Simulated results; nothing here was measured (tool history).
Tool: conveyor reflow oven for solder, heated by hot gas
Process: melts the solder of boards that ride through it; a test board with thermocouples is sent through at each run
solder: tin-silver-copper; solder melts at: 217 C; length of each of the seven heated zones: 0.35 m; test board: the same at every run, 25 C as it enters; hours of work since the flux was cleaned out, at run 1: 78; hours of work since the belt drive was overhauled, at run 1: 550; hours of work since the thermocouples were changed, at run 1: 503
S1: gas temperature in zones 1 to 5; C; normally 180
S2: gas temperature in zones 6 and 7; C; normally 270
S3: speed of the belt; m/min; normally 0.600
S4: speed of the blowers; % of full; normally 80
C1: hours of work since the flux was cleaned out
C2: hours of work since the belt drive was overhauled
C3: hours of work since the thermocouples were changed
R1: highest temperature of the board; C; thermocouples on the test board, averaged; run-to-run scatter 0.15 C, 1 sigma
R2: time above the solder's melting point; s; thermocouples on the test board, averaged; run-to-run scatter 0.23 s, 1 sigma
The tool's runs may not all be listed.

run 1 hour=0.0 | S1=180 S2=270 S3=0.600 S4=80 | C1=78 C2=550 C3=503 | R1=258.8 R2=59.2
run 2 hour=48.7 | S1=180 S2=270 S3=0.600 S4=80 | C1=100 C2=571 C3=524 | R1=258.6 R2=59.0
run 3 hour=95.9 | S1=180 S2=270 S3=0.600 S4=80 | C1=120 C2=592 C3=545 | R1=258.5 R2=58.8
run 4 hour=150.6 | S1=180 S2=270 S3=0.600 S4=80 | C1=144 C2=616 C3=569 | R1=259.0 R2=59.6
run 5 hour=185.0 | S1=180 S2=270 S3=0.600 S4=52 | C1=160 C2=631 C3=584 | R1=253.0 R2=54.9
run 6 hour=231.1 | S1=180 S2=270 S3=0.600 S4=80 | C1=180 C2=651 C3=604 | R1=258.5 R2=59.1
-- hour=255.8 flux residue cleaned out of gas plates and filters
run 7 hour=275.4 | S1=180 S2=270 S3=0.600 S4=80 | C1=9 C2=668 C3=622 | R1=259.2 R2=58.9
run 8 hour=316.8 | S1=180 S2=270 S3=0.600 S4=80 | C1=27 C2=687 C3=640 | R1=258.9 R2=59.2
run 9 hour=366.1 | S1=180 S2=276 S3=0.600 S4=80 | C1=49 C2=708 C3=661 | R1=264.2 R2=61.7
run 10 hour=419.3 | S1=193 S2=270 S3=0.600 S4=80 | C1=72 C2=732 C3=685 | R1=260.6 R2=65.1
run 11 hour=456.3 | S1=193 S2=270 S3=0.600 S4=80 | C1=88 C2=748 C3=701 | R1=260.5 R2=65.1
run 12 hour=481.3 | S1=180 S2=270 S3=0.600 S4=80 | C1=99 C2=759 C3=712 | R1=258.8 R2=58.8
run 13 hour=533.9 | S1=180 S2=270 S3=0.629 S4=80 | C1=122 C2=782 C3=735 | R1=257.5 R2=55.7
run 14 hour=567.6 | S1=189 S2=270 S3=0.600 S4=80 | C1=137 C2=797 C3=750 | R1=259.9 R2=63.3
run 15 hour=611.2 | S1=180 S2=270 S3=0.600 S4=80 | C1=156 C2=816 C3=769 | R1=258.9 R2=59.2
run 16 hour=638.2 | S1=180 S2=270 S3=0.600 S4=80 | C1=168 C2=828 C3=781 | R1=258.9 R2=59.4
run 17 hour=670.8 | S1=173 S2=270 S3=0.600 S4=67 | C1=182 C2=842 C3=795 | R1=255.5 R2=54.5
-- hour=687.8 flux residue cleaned out of gas plates and filters
-- hour=694.9 thermocouples of zones 6 and 7 changed
run 18 hour=735.0 | S1=173 S2=270 S3=0.600 S4=67 | C1=20 C2=867 C3=18 | R1=255.5 R2=54.1
run 19 hour=777.4 | S1=189 S2=270 S3=0.640 S4=66 | C1=38 C2=886 C3=36 | R1=255.9 R2=56.2
run 20 hour=830.6 | S1=188 S2=281 S3=0.697 S4=80 | C1=62 C2=909 C3=60 | R1=265.5 R2=55.7
run 21 hour=889.5 | S1=187 S2=278 S3=0.645 S4=74 | C1=88 C2=935 C3=86 | R1=263.8 R2=59.2
run 22 hour=944.6 | S1=185 S2=270 S3=0.637 S4=57 | C1=112 C2=960 C3=110 | R1=253.4 R2=53.4
run 23 hour=983.2 | S1=185 S2=270 S3=0.637 S4=57 | C1=129 C2=977 C3=127 | R1=253.4 R2=53.7
run 24 hour=1017.3 | S1=182 S2=278 S3=0.600 S4=80 | C1=144 C2=992 C3=142 | R1=266.4 R2=63.2
run 25 hour=1051.0 | S1=182 S2=278 S3=0.600 S4=80 | C1=159 C2=1006 C3=157 | R1=266.4 R2=63.0
run 26 hour=1093.4 | S1=182 S2=278 S3=0.600 S4=80 | C1=177 C2=1025 C3=175 | R1=266.4 R2=63.3
-- hour=1123.2 flux residue cleaned out of gas plates and filters
run 27 hour=1131.5 | S1=180 S2=270 S3=0.678 S4=63 | C1=4 C2=1040 C3=190 | R1=251.9 R2=47.3
run 28 hour=1185.4 | S1=180 S2=273 S3=0.678 S4=63 | C1=27 C2=1063 C3=213 | R1=254.4 R2=49.0
run 29 hour=1213.0 | S1=180 S2=273 S3=0.678 S4=63 | C1=39 C2=1075 C3=226 | R1=254.3 R2=49.1
run 30 hour=1245.8 | S1=180 S2=273 S3=0.678 S4=63 | C1=54 C2=1090 C3=240 | R1=254.3 R2=48.8
run 31 hour=1273.7 | S1=180 S2=273 S3=0.678 S4=65 | C1=66 C2=1102 C3=252 | R1=254.8 R2=49.1
run 32 hour=1323.0 | S1=180 S2=273 S3=0.678 S4=65 | C1=88 C2=1124 C3=274 | R1=254.9 R2=49.3

Predict each of these 3 candidate next runs independently; none follows another, all start after run 32:
run A hour=1362.7 | S1=174 S2=279 S3=0.520 S4=80 | C1=105 C2=1141 C3=291 | R1=? R2=?
run B hour=1362.7 | S1=171 S2=274 S3=0.696 S4=80 | C1=105 C2=1141 C3=291 | R1=? R2=?
run C hour=1362.7 | S1=168 S2=270 S3=0.697 S4=73 | C1=105 C2=1141 C3=291 | R1=? R2=?

run=A R1=270.3 R2=72.5
run=B R1=256.4 R2=46.4
run=C R1=250.8 R2=42.1
With the hidden condition removed and each run's random variation left untouched, the same runs would have given:
run=A R1=270.3 R2=72.4
run=B R1=256.4 R2=46.3
run=C R1=250.8 R2=42.0

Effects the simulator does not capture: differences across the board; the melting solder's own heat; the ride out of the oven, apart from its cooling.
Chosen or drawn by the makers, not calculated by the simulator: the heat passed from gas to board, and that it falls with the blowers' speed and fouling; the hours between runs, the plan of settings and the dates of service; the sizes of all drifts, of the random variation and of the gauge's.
